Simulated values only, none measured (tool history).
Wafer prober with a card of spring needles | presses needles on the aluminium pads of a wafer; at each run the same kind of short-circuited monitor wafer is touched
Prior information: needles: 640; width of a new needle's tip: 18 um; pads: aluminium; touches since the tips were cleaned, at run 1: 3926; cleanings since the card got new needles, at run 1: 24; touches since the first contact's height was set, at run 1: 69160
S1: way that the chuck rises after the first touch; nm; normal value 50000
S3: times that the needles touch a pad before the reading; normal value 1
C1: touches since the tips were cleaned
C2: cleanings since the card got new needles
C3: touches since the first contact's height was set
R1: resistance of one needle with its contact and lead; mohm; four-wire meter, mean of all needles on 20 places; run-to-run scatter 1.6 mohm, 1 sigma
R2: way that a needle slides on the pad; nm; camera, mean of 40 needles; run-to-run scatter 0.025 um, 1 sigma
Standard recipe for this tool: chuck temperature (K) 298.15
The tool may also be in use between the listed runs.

Run 1, hour 0.0: usual settings; C1 3926; C2 24; C3 69160. Result: R1 158 mohm, R2 9650 nm.
At hour 12.0: tips cleaned on abrasive film.
Run 2, hour 17.8: usual settings; C1 1729; C2 25; C3 74371. Result: R1 155 mohm, R2 9630 nm.
At hour 37.0: tips cleaned on abrasive film.
Run 3, hour 37.0: usual settings; C1 0; C2 26; C3 79957. Result: R1 153 mohm, R2 9640 nm.
Run 4, hour 53.8: usual settings; C1 4955; C2 26; C3 84912. Result: R1 156 mohm, R2 9610 nm.
At hour 61.1: tips cleaned on abrasive film.
Run 5, hour 65.9: usual settings but S3 2; C1 1419; C2 27; C3 88437. Result: R1 157 mohm, R2 9640 nm.
Run 6, hour 77.6: usual settings but S3 2; C1 4863; C2 27; C3 91881. Result: R1 153 mohm, R2 9670 nm.
At hour 85.6: tips cleaned on abrasive film.
Run 7, hour 92.8: usual settings but S3 2; C1 2123; C2 28; C3 96299. Result: R1 158 mohm, R2 9630 nm.
Run 8, hour 102.8: usual settings but S1 34000 nm, S3 2; C1 5074; C2 28; C3 99250. Result: R1 166 mohm, R2 6560 nm.
At hour 109.7: tips cleaned on abrasive film.
Run 9, hour 120.8: usual settings but S1 34000 nm, S3 2; C1 3261; C2 29; C3 104511. Result: R1 167 mohm, R2 6550 nm.
At hour 133.5: tips cleaned on abrasive film.
Run 10, hour 137.0: usual settings but S1 34000 nm, S3 2; C1 1012; C2 30; C3 109226. Result: R1 168 mohm, R2 6540 nm.
Run 11, hour 156.8: usual settings but S1 46000 nm; C1 6825; C2 30; C3 115039. Result: R1 161 mohm, R2 8860 nm.
At hour 158.8: tips cleaned on abrasive film.
Run 12, hour 170.0: usual settings but S1 46000 nm; C1 3281; C2 31; C3 118886. Result: R1 159 mohm, R2 8840 nm.
At hour 182.9: tips cleaned on abrasive film.
Run 13, hour 189.1: usual settings but S1 46000 nm; C1 1821; C2 32; C3 124468. Result: R1 157 mohm, R2 8890 nm.
At hour 191.5: height of the first contact set anew.
At hour 207.4: tips cleaned on abrasive film.
Run 14, hour 213.6: usual settings; C1 1813; C2 33; C3 6475. Result: R1 158 mohm, R2 9630 nm.
Run 15, hour 224.0: usual settings; C1 4857; C2 33; C3 9519. Result: R1 158 mohm, R2 9660 nm.
At hour 231.2: tips cleaned on abrasive film.
Run 16, hour 240.4: usual settings; C1 2727; C2 34; C3 14326. Result: R1 158 mohm, R2 9690 nm.
At hour 255.4: tips cleaned on abrasive film.
Run 17, hour 255.5: usual settings; C1 18; C2 35; C3 18718. Result: R1 153 mohm, R2 9640 nm.
Run 18, hour 272.6: usual settings but chuck temperature (K) 388.15; C1 5053; C2 35; C3 23753. Result: R1 176 mohm, R2 9630 nm.
At hour 278.9: tips cleaned on abrasive film.
Run 19, hour 296.6: usual settings but S1 33000 nm, chuck temperature (K) 394.15; C1 5189; C2 36; C3 30760. Result: R1 191 mohm, R2 6360 nm.
At hour 303.0: tips cleaned on abrasive film.
Run 20, hour 311.8: usual settings but S1 33000 nm, chuck temperature (K) 351.15, S3 2; C1 2607; C2 37; C3 35213. Result: R1 181 mohm, R2 6370 nm.
At hour 327.2: tips cleaned on abrasive film.
Run 21, hour 329.5: usual settings but S1 36000 nm, chuck temperature (K) 305.15; C1 677; C2 38; C3 40358. Result: R1 165 mohm, R2 6930 nm.
Run 22, hour 343.5: usual settings but S1 36000 nm, chuck temperature (K) 311.15; C1 4815; C2 38; C3 44496. Result: R1 167 mohm, R2 6890 nm.
At hour 351.7: tips cleaned on abrasive film.
Run 23, hour 361.4: usual settings but S1 44000 nm, S3 3; C1 2824; C2 39; C3 49698. Result: R1 160 mohm, R2 8470 nm.
At hour 376.1: tips cleaned on abrasive film.
Run 24, hour 377.4: usual settings but S1 31000 nm, chuck temperature (K) 304.15; C1 401; C2 40; C3 54389. Result: R1 173 mohm, R2 5980 nm.
At hour 399.8: tips cleaned on abrasive film.
Run 25, hour 399.9: usual settings but S1 31000 nm, chuck temperature (K) 339.15; C1 27; C2 41; C3 60965. Result: R1 180 mohm, R2 5980 nm.
Run 26, hour 410.1: usual settings but S1 61000 nm, chuck temperature (K) 325.15, S3 2; C1 3024; C2 41; C3 63962. Result: R1 158 mohm, R2 11750 nm.
At hour 424.7: tips cleaned on abrasive film.
Run 27, hour 425.5: usual settings but S1 38000 nm, chuck temperature (K) 352.15, S3 2; C1 240; C2 42; C3 68445. Result: R1 175 mohm, R2 7270 nm.
Run 28, hour 444.4: usual settings but S1 47000 nm, chuck temperature (K) 381.15, S3 2; C1 5791; C2 42; C3 73996. Result: R1 177 mohm, R2 9070 nm.
At hour 450.1: tips cleaned on abrasive film.
Run 29, hour 461.1: usual settings but S1 42000 nm, chuck temperature (K) 381.15; C1 3228; C2 43; C3 78885. Result: R1 183 mohm, R2 8080 nm.
Run 30, hour 472.1: usual settings but S1 45000 nm, chuck temperature (K) 353.15; C1 6458; C2 43; C3 82115. Result: R1 167 mohm, R2 8690 nm.
At hour 475.0: tips cleaned on abrasive film.
Run 31, hour 487.6: usual settings but S1 41000 nm, chuck temperature (K) 327.15, S3 2; C1 3703; C2 44; C3 86640. Result: R1 170 mohm, R2 7890 nm.
At hour 498.7: tips cleaned on abrasive film.
Run 32, hour 508.0: usual settings but S1 41000 nm, chuck temperature (K) 327.15, S3 2; C1 2718; C2 45; C3 92586. Result: R1 167 mohm, R2 7910 nm.
At hour 522.9: tips cleaned on abrasive film.
Run 33, hour 527.0: usual settings but S1 49000 nm, chuck temperature (K) 327.15, S3 2; C1 1213; C2 46; C3 98164. Result: R1 163 mohm, R2 9510 nm.
Run 34, hour 542.3: usual settings but S1 34000 nm, S3 3; C1 5704; C2 46; C3 102655. Result: R1 169 mohm, R2 6570 nm.

Below are 3 alternative next runs, each starting from the tool's condition after run 34. Predict each:
At hour 546.8: tips cleaned on abrasive film.
Run A, hour 560.0: usual settings but S1 65000 nm, S3 3; C1 3898; C2 47; C3 107825. Result: R1 ?, R2 ?.
At hour 546.8: tips cleaned on abrasive film.
Run B, hour 560.0: usual settings; C1 3898; C2 47; C3 107825. Result: R1 ?, R2 ?.
At hour 546.8: tips cleaned on abrasive film.
Run C, hour 560.0: usual settings but S1 36000 nm, chuck temperature (K) 359.15; C1 3898; C2 47; C3 107825. Result: R1 ?, R2 ?.

run   R1     R2
  A  153  12520
  B  157   9620
  C  180   6950
The same runs, with their run-to-run variation unchanged, on a tool lacking any hidden condition would have given:
run   R1     R2
  A  153  12520
  B  157   9620
  C  179   6950
